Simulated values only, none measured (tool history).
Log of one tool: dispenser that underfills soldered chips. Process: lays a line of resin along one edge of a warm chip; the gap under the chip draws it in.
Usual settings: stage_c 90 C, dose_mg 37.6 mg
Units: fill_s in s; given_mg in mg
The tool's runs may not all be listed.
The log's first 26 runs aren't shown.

| run | hour | stage_c | dose_mg | fill_s | given_mg |
|---|---|---|---|---|---|
| 27 | 84.7 | 91 | 32.6 | 200.5 | 30.71 |
| 28 | 87.5 | 87 | 41.3 | 244.0 | 38.93 |
|  | 90.0 | new syringe of resin |
| 29 | 91.9 | 87 | 41.3 | 201.2 | 38.71 |
| 30 | 96.0 | 87 | 41.3 | 252.4 | 38.71 |
|  | 98.4 | new syringe of resin |
| 31 | 99.5 | 86 | 34.5 | 211.7 | 32.60 |
| 32 | 104.5 | 86 | 34.5 | 278.5 | 32.08 |
|  | 106.7 | new syringe of resin |
| 33 | 107.8 | 90 | 33.4 | 187.2 | 31.27 |
| 34 | 112.2 | 99 | 47.9 | 163.3 | 44.51 |
|  | 115.1 | new syringe of resin |
| 35 | 115.5 | 88 | 34.7 | 185.5 | 32.37 |
| 36 | 118.0 | 89 | 43.7 | 192.5 | 40.63 |

Forecast each of these 4 alternatives for the next run:
| A | 121.7 | 90 | 46.5 | ? | ? |
| B | 121.7 | 87 | 43.7 | ? | ? |
| C | 121.7 | 88 | 38.0 | ? | ? |
| D | 121.7 | 86 | 37.6 | ? | ? |

| run | fill_s | given_mg |
|---|---|---|
| A | 226.6 | 42.79 |
| B | 253.0 | 40.49 |
| C | 252.1 | 35.18 |
| D | 263.3 | 34.89 |
Without the tool's hidden state the same runs would have given:
| run | fill_s | given_mg |
|---|---|---|
| A | 155.0 | 46.22 |
| B | 172.4 | 43.73 |
| C | 170.5 | 38.00 |
| D | 177.6 | 37.68 |

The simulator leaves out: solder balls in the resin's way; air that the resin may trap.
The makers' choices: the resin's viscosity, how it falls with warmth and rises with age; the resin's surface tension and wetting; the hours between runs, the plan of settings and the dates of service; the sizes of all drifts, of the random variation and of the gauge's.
